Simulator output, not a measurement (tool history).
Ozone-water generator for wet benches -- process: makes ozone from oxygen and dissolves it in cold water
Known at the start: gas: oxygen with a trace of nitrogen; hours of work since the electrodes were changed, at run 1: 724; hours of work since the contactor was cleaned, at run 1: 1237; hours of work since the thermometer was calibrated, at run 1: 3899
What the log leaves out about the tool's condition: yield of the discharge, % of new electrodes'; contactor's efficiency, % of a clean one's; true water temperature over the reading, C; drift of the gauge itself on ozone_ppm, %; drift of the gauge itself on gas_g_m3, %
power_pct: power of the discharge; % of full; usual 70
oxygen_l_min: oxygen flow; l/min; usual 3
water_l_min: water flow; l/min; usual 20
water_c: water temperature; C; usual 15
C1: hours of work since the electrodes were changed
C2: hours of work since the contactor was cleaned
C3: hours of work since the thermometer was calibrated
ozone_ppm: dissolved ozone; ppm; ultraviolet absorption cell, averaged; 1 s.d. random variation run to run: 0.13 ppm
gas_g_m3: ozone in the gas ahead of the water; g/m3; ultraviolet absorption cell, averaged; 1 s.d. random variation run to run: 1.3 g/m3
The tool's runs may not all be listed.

{"run": 1, "hour": 0.0, "power_pct": 70, "oxygen_l_min": 3, "water_l_min": 20, "water_c": 15, "C1": 724, "C2": 1237, "C3": 3899, "ozone_ppm": 14.3, "gas_g_m3": 240.1}
{"run": 2, "hour": 32.8, "power_pct": 70, "oxygen_l_min": 3, "water_l_min": 20, "water_c": 15, "C1": 752, "C2": 1265, "C3": 3927, "ozone_ppm": 14.2, "gas_g_m3": 240.1}
{"run": 3, "hour": 58.2, "power_pct": 57, "oxygen_l_min": 3, "water_l_min": 20, "water_c": 15, "C1": 774, "C2": 1287, "C3": 3949, "ozone_ppm": 12.5, "gas_g_m3": 212.8}
{"run": 4, "hour": 74.9, "power_pct": 57, "oxygen_l_min": 3, "water_l_min": 20, "water_c": 15, "C1": 788, "C2": 1302, "C3": 3963, "ozone_ppm": 12.5, "gas_g_m3": 214}
{"run": 5, "hour": 95.2, "power_pct": 70, "oxygen_l_min": 3, "water_l_min": 21, "water_c": 15, "C1": 805, "C2": 1319, "C3": 3981, "ozone_ppm": 13.3, "gas_g_m3": 236.4}
{"run": 6, "hour": 128.8, "power_pct": 70, "oxygen_l_min": 3.3, "water_l_min": 20, "water_c": 15, "C1": 834, "C2": 1348, "C3": 4010, "ozone_ppm": 14.6, "gas_g_m3": 227.3}
{"run": 7, "hour": 154.5, "power_pct": 70, "oxygen_l_min": 3, "water_l_min": 20, "water_c": 15, "C1": 856, "C2": 1370, "C3": 4032, "ozone_ppm": 14, "gas_g_m3": 240.6}
{"run": 8, "hour": 179.3, "power_pct": 70, "oxygen_l_min": 3, "water_l_min": 20, "water_c": 15, "C1": 878, "C2": 1391, "C3": 4053, "ozone_ppm": 14.1, "gas_g_m3": 240.7}
{"run": 9, "hour": 209.4, "power_pct": 70, "oxygen_l_min": 3, "water_l_min": 20, "water_c": 15, "C1": 904, "C2": 1417, "C3": 4079, "ozone_ppm": 13.9, "gas_g_m3": 240.9}
{"run": 10, "hour": 240.3, "power_pct": 70, "oxygen_l_min": 3, "water_l_min": 19, "water_c": 15, "C1": 930, "C2": 1444, "C3": 4106, "ozone_ppm": 15.2, "gas_g_m3": 241.1}
{"run": 11, "hour": 268.1, "power_pct": 70, "oxygen_l_min": 3, "water_l_min": 20, "water_c": 15, "C1": 954, "C2": 1468, "C3": 4129, "ozone_ppm": 13.9, "gas_g_m3": 237.7}
{"run": 12, "hour": 290.9, "power_pct": 70, "oxygen_l_min": 3, "water_l_min": 20, "water_c": 15, "C1": 974, "C2": 1488, "C3": 4149, "ozone_ppm": 14.1, "gas_g_m3": 238.7}
{"run": 13, "hour": 317.7, "power_pct": 70, "oxygen_l_min": 3, "water_l_min": 20, "water_c": 15, "C1": 997, "C2": 1511, "C3": 4172, "ozone_ppm": 13.9, "gas_g_m3": 237.5}
{"run": 14, "hour": 344.1, "power_pct": 70, "oxygen_l_min": 3, "water_l_min": 20, "water_c": 15, "C1": 1020, "C2": 1533, "C3": 4195, "ozone_ppm": 14.1, "gas_g_m3": 238.1}
{"run": 15, "hour": 360.5, "power_pct": 94, "oxygen_l_min": 2.53, "water_l_min": 13, "water_c": 11, "C1": 1034, "C2": 1547, "C3": 4209, "ozone_ppm": 27.2, "gas_g_m3": 308.2}
{"run": 16, "hour": 392.1, "power_pct": 94, "oxygen_l_min": 2.53, "water_l_min": 13, "water_c": 11, "C1": 1061, "C2": 1575, "C3": 4236, "ozone_ppm": 27.1, "gas_g_m3": 310.4}
{"run": 17, "hour": 417.3, "power_pct": 94, "oxygen_l_min": 2.53, "water_l_min": 13, "water_c": 11, "C1": 1083, "C2": 1596, "C3": 4258, "ozone_ppm": 27.6, "gas_g_m3": 308.1}
{"run": 18, "hour": 433.6, "power_pct": 94, "oxygen_l_min": 2.32, "water_l_min": 29, "water_c": 11, "C1": 1097, "C2": 1610, "C3": 4272, "ozone_ppm": 9.7, "gas_g_m3": 321.1}
{"run": 19, "hour": 459.0, "power_pct": 63, "oxygen_l_min": 2.32, "water_l_min": 29, "water_c": 11, "C1": 1118, "C2": 1632, "C3": 4294, "ozone_ppm": 7.8, "gas_g_m3": 259.8}
{"run": 20, "hour": 473.1, "power_pct": 63, "oxygen_l_min": 2.32, "water_l_min": 29, "water_c": 11, "C1": 1130, "C2": 1644, "C3": 4306, "ozone_ppm": 8.1, "gas_g_m3": 258.6}
{"run": 21, "hour": 496.8, "power_pct": 51, "oxygen_l_min": 2.22, "water_l_min": 20, "water_c": 18, "C1": 1151, "C2": 1665, "C3": 4326, "ozone_ppm": 10.7, "gas_g_m3": 239.3}
{"run": 22, "hour": 526.4, "power_pct": 100, "oxygen_l_min": 3.46, "water_l_min": 16, "water_c": 10, "C1": 1176, "C2": 1690, "C3": 4352, "ozone_ppm": 23.4, "gas_g_m3": 263}
{"run": 23, "hour": 558.6, "power_pct": 100, "oxygen_l_min": 3.46, "water_l_min": 16, "water_c": 10, "C1": 1204, "C2": 1718, "C3": 4379, "ozone_ppm": 23.3, "gas_g_m3": 263.3}
{"run": 24, "hour": 591.4, "power_pct": 100, "oxygen_l_min": 1.55, "water_l_min": 16, "water_c": 11, "C1": 1232, "C2": 1746, "C3": 4408, "ozone_ppm": 20.4, "gas_g_m3": 417.8}
{"run": 25, "hour": 618.6, "power_pct": 100, "oxygen_l_min": 1.55, "water_l_min": 16, "water_c": 11, "C1": 1256, "C2": 1769, "C3": 4431, "ozone_ppm": 20.4, "gas_g_m3": 416.8}
{"run": 26, "hour": 641.2, "power_pct": 70, "oxygen_l_min": 3.85, "water_l_min": 20, "water_c": 15, "C1": 1275, "C2": 1789, "C3": 4450, "ozone_ppm": 14.2, "gas_g_m3": 205.8}
{"run": 27, "hour": 673.7, "power_pct": 70, "oxygen_l_min": 1.62, "water_l_min": 21, "water_c": 11, "C1": 1303, "C2": 1817, "C3": 4478, "ozone_ppm": 11.6, "gas_g_m3": 336.1}
{"run": 28, "hour": 697.9, "power_pct": 70, "oxygen_l_min": 1.62, "water_l_min": 21, "water_c": 11, "C1": 1324, "C2": 1838, "C3": 4499, "ozone_ppm": 11.7, "gas_g_m3": 332.6}

Consider 5 possible next runs. They are alternatives, not a sequence: every one starts from the tool as it was left by run 28. What does each give?
{"run": "A", "hour": 724.8, "power_pct": 61, "oxygen_l_min": 1.62, "water_l_min": 21, "water_c": 17, "C1": 1347, "C2": 1861, "C3": 4522, "ozone_ppm": "?", "gas_g_m3": "?"}
{"run": "B", "hour": 724.8, "power_pct": 70, "oxygen_l_min": 3, "water_l_min": 20, "water_c": 13, "C1": 1347, "C2": 1861, "C3": 4522, "ozone_ppm": "?", "gas_g_m3": "?"}
{"run": "C", "hour": 724.8, "power_pct": 51, "oxygen_l_min": 4.59, "water_l_min": 21, "water_c": 11, "C1": 1347, "C2": 1861, "C3": 4522, "ozone_ppm": "?", "gas_g_m3": "?"}
{"run": "D", "hour": 724.8, "power_pct": 90, "oxygen_l_min": 3, "water_l_min": 14, "water_c": 20, "C1": 1347, "C2": 1861, "C3": 4522, "ozone_ppm": "?", "gas_g_m3": "?"}
{"run": "E", "hour": 724.8, "power_pct": 52, "oxygen_l_min": 3, "water_l_min": 12, "water_c": 15, "C1": 1347, "C2": 1861, "C3": 4522, "ozone_ppm": "?", "gas_g_m3": "?"}

run=A ozone_ppm=10.7 gas_g_m3=313
run=B ozone_ppm=14 gas_g_m3=235.9
run=C ozone_ppm=12 gas_g_m3=157
run=D ozone_ppm=22.2 gas_g_m3=270.7
run=E ozone_ppm=20.6 gas_g_m3=203.9
Without the tool's unlogged condition, the same runs would have read:
run=A ozone_ppm=11.5 gas_g_m3=319.7
run=B ozone_ppm=15.1 gas_g_m3=241.3
run=C ozone_ppm=12.9 gas_g_m3=160
run=D ozone_ppm=23.9 gas_g_m3=277.7
run=E ozone_ppm=21.9 gas_g_m3=207.8
